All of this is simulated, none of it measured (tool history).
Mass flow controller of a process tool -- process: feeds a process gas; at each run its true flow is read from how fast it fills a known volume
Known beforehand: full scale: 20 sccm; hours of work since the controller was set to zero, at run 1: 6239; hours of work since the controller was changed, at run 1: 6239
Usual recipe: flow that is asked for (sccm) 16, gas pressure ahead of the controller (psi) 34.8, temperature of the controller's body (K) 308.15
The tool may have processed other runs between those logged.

run	day	flow that is asked for (sccm)	gas pressure ahead of the controller (psi)	temperature of the controller's body (K)	hours of work since the controller was set to zero	hours of work since the controller was changed	true flow (%)
1	0	16	34.8	308.15	6239	6239	102.74
2	12.012	16	34.8	308.15	6416	6416	102.85
3	29.612	16	34.8	308.15	6675	6675	102.91
4	44.917	16	34.8	308.15	6900	6900	103
5	55.258	16	34.8	308.15	7052	7052	102.97
6	68.112	16	34.8	308.15	7241	7241	103.12
7	87.942	16	34.8	308.15	7533	7533	103.34
# day 89.625: controller exchanged for a calibrated one
8	103.521	16	34.8	308.15	205	205	100.63
9	124.354	16	34.8	308.15	511	511	100.77
10	133.717	16	34.8	308.15	649	649	100.75
11	149.488	5	37.4	301.15	881	881	99.35
12	162.271	17	20.6	302.15	1069	1069	100.49
13	171.746	17	23.1	301.15	1209	1209	100.43
14	189.638	6	23.1	301.15	1472	1472	99.79
15	200.146	16	27.3	301.15	1627	1627	100.47
16	210.779	3	27.1	308.15	1783	1783	100.84
17	227	3	27.1	308.15	2022	2022	100.95
18	245.121	19	26.4	294.15	2289	2289	100.16
19	261.079	19	26.4	294.15	2524	2524	100.08

4 ways to go on from here, each from the tool as it stands after run 19. What would each give?
A	277.221	4	34.8	301.15	2761	2761	?
B	277.221	3	21.8	293.15	2761	2761	?
C	277.221	14	34.8	296.15	2761	2761	?
D	277.221	2	34.8	308.15	2761	2761	?

run	true flow (%)
A	100.29
B	99.98
C	100.13
D	102.01
The same runs, with their run-to-run variation unchanged, on a tool lacking any hidden condition would have given:
run	true flow (%)
A	98.78
B	98.15
C	99.3
D	99.55
